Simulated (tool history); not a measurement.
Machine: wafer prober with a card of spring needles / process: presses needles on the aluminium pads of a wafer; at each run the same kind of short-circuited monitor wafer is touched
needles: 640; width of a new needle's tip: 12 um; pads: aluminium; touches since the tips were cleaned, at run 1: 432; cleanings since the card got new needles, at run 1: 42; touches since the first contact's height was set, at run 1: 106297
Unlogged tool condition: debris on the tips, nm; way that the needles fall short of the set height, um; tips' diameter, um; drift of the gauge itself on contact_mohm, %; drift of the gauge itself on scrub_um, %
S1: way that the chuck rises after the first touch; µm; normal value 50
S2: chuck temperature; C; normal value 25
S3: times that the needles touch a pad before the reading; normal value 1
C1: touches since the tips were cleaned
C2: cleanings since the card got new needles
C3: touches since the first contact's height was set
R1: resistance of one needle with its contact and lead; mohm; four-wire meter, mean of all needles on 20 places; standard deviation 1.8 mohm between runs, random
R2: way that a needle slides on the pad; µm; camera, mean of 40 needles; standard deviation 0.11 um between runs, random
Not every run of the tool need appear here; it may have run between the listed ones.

Run 1, hour 0.0: usual settings; C1 432; C2 42; C3 106297. Result: R1 206 mohm, R2 6.40 µm.
At hour 4.2: tips cleaned on abrasive film.
Run 2, hour 7.3: usual settings; C1 1459; C2 43; C3 109704. Result: R1 227 mohm, R2 6.32 µm.
At hour 9.7: tips cleaned on abrasive film.
Run 3, hour 13.0: usual settings; C1 1601; C2 44; C3 112387. Result: R1 232 mohm, R2 6.31 µm.
At hour 15.4: tips cleaned on abrasive film.
At hour 20.9: tips cleaned on abrasive film.
Run 4, hour 22.4: usual settings; C1 706; C2 46; C3 116736. Result: R1 212 mohm, R2 6.26 µm.
At hour 26.0: tips cleaned on abrasive film.
Run 5, hour 28.8: usual settings; C1 1297; C2 47; C3 119692. Result: R1 227 mohm, R2 6.19 µm.
At hour 31.5: tips cleaned on abrasive film.
At hour 36.6: tips cleaned on abrasive film.
Run 6, hour 38.1: usual settings; C1 738; C2 49; C3 124048. Result: R1 212 mohm, R2 6.37 µm.
At hour 41.7: tips cleaned on abrasive film.
Run 7, hour 44.6: usual settings; C1 1386; C2 50; C3 127071. Result: R1 230 mohm, R2 6.24 µm.
At hour 47.2: tips cleaned on abrasive film.
At hour 52.7: tips cleaned on abrasive film.
Run 8, hour 52.7: usual settings; C1 0; C2 52; C3 130794. Result: R1 199 mohm, R2 6.01 µm.
At hour 57.9: tips cleaned on abrasive film.
At hour 63.0: tips cleaned on abrasive film.
Run 9, hour 63.0: usual settings; C1 33; C2 54; C3 135615. Result: R1 198 mohm, R2 6.08 µm.
At hour 68.6: tips cleaned on abrasive film.
Run 10, hour 71.9: usual settings but S1 38 µm, S3 2; C1 1564; C2 55; C3 139743. Result: R1 244 mohm, R2 4.64 µm.
At hour 74.4: tips cleaned on abrasive film.
At hour 80.0: tips cleaned on abrasive film.
Run 11, hour 81.5: usual settings but S1 38 µm, S3 2; C1 690; C2 57; C3 144209. Result: R1 227 mohm, R2 4.40 µm.
At hour 85.1: tips cleaned on abrasive film.
Run 12, hour 85.9: usual settings but S1 48 µm, S2 118 C; C1 371; C2 58; C3 146255. Result: R1 228 mohm, R2 5.86 µm.
At hour 90.2: tips cleaned on abrasive film.
Run 13, hour 90.3: usual settings but S1 48 µm, S2 53 C; C1 43; C2 59; C3 148289. Result: R1 207 mohm, R2 5.80 µm.
At hour 95.6: tips cleaned on abrasive film.
Run 14, hour 100.0: usual settings but S1 44 µm, S2 86 C, S3 2; C1 2104; C2 60; C3 152857. Result: R1 248 mohm, R2 5.21 µm.
At hour 101.0: tips cleaned on abrasive film.
At hour 106.3: tips cleaned on abrasive film.
Run 15, hour 109.4: usual settings but S1 35 µm, S2 86 C; C1 1481; C2 62; C3 157202. Result: R1 300 mohm, R2 4.06 µm.
At hour 111.3: tips cleaned on abrasive film.
At hour 116.8: tips cleaned on abrasive film.
Run 16, hour 117.6: usual settings but S1 70 µm, S3 2; C1 381; C2 64; C3 160985. Result: R1 192 mohm, R2 8.82 µm.
At hour 122.4: tips cleaned on abrasive film.
Run 17, hour 123.9: usual settings but S1 42 µm; C1 695; C2 65; C3 163944. Result: R1 240 mohm, R2 4.81 µm.

Predict each of these 3 candidate next runs independently; none follows another, all start after run 17:
At hour 127.6: tips cleaned on abrasive film.
Run A, hour 128.5: usual settings but S1 53 µm; C1 407; C2 66; C3 166069. Result: R1 ?, R2 ?.
At hour 127.6: tips cleaned on abrasive film.
Run B, hour 128.5: usual settings but S1 52 µm, S2 40 C; C1 407; C2 66; C3 166069. Result: R1 ?, R2 ?.
At hour 127.6: tips cleaned on abrasive film.
Run C, hour 128.5: usual settings but S1 42 µm, S2 57 C; C1 407; C2 66; C3 166069. Result: R1 ?, R2 ?.

run   R1    R2
  A  209  6.47
  B  211  6.57
  C  233  4.87
Without the tool's unlogged condition, the same runs would have read:
run   R1    R2
  A  186  7.36
  B  188  7.46
  C  198  5.75
